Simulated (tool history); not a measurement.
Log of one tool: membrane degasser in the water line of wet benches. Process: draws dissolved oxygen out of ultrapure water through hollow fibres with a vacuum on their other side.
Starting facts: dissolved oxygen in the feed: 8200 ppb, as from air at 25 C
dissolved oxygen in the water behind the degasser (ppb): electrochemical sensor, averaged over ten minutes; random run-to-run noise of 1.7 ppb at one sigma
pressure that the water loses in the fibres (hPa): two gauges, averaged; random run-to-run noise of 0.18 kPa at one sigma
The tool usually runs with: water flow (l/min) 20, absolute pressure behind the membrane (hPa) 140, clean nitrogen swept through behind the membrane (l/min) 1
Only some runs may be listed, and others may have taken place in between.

run,day,water flow (l/min),absolute pressure behind the membrane (hPa),clean nitrogen swept through behind the membrane (l/min),dissolved oxygen in the water behind the degasser (ppb),pressure that the water loses in the fibres (hPa)
1,0,20,140,1,472.8,332.9
2,1.862,20,140,1.61,317,336
3,5.762,20,140,1,474.1,336
4,8.779,20,140,1,473.9,333.8
5,11.688,29,140,1,644.7,483.5
6,13.329,20,140,1,473.9,332.5
7,16.696,20,140,1,474.3,337.9
8,20.05,20,140,1,473.8,335
9,22.379,20,140,0.69,635,332.4
10,25.138,20,140,0.69,638.1,335.9
11,28.879,20,140,0.49,821,334.7
12,32.062,20,140,0.49,823.1,336
13,34.429,20,129,1.75,263.2,333.3
14,37.417,20,129,1.75,264.5,335.6
15,39.521,28,230,1.75,700,469.9
16,41.292,22,304,1.51,856,369.5
17,43.425,20,150,1,516.4,334.8
18,47.333,20,150,1,514.2,337.3
19,51.046,30,140,1,665.1,503.9
20,52.712,16,222,0.47,1194.3,269.6
21,55.617,16,168,1.71,308.5,270.8
22,59.412,16,168,1,490.8,271.1
23,62.921,18,234,1,781.2,303.2
24,64.538,28,183,1.97,494.6,474.7

Some steps in dissolved oxygen in the water behind the degasser (ppb) between neighbouring runs. How much of each would the tool show without its hidden state too (settings, what came in, random variation), and how much is left for the hidden state, with any gauge scatter that isn't in both results?
The hidden state here: membrane still open, %; true pressure behind the membrane over the reading, kPa; air that leaks in behind the membrane, l/min; drift of the gauge itself on oxygen_ppb, %; drift of the gauge itself on loss_of_pressure_kpa, %.
Run 12 -> 13: absolute pressure behind the membrane (hPa) 140 -> 129, clean nitrogen swept through behind the membrane (l/min) 0.49 -> 1.75. dissolved oxygen in the water behind the degasser (ppb) -559.9: hidden state +2, all else -561.9.
Run 19 -> 20: water flow (l/min) 30 -> 16, absolute pressure behind the membrane (hPa) 140 -> 222, clean nitrogen swept through behind the membrane (l/min) 1 -> 0.47. dissolved oxygen in the water behind the degasser (ppb) +529.2: hidden state +10.7, all else +518.5.
Run 20 -> 21: absolute pressure behind the membrane (hPa) 222 -> 168, clean nitrogen swept through behind the membrane (l/min) 0.47 -> 1.71. dissolved oxygen in the water behind the degasser (ppb) -885.8: hidden state -6.9, all else -878.9.
Run 23 -> 24: water flow (l/min) 18 -> 28, absolute pressure behind the membrane (hPa) 234 -> 183, clean nitrogen swept through behind the membrane (l/min) 1 -> 1.97. dissolved oxygen in the water behind the degasser (ppb) -286.6: hidden state -11.5, all else -275.1.

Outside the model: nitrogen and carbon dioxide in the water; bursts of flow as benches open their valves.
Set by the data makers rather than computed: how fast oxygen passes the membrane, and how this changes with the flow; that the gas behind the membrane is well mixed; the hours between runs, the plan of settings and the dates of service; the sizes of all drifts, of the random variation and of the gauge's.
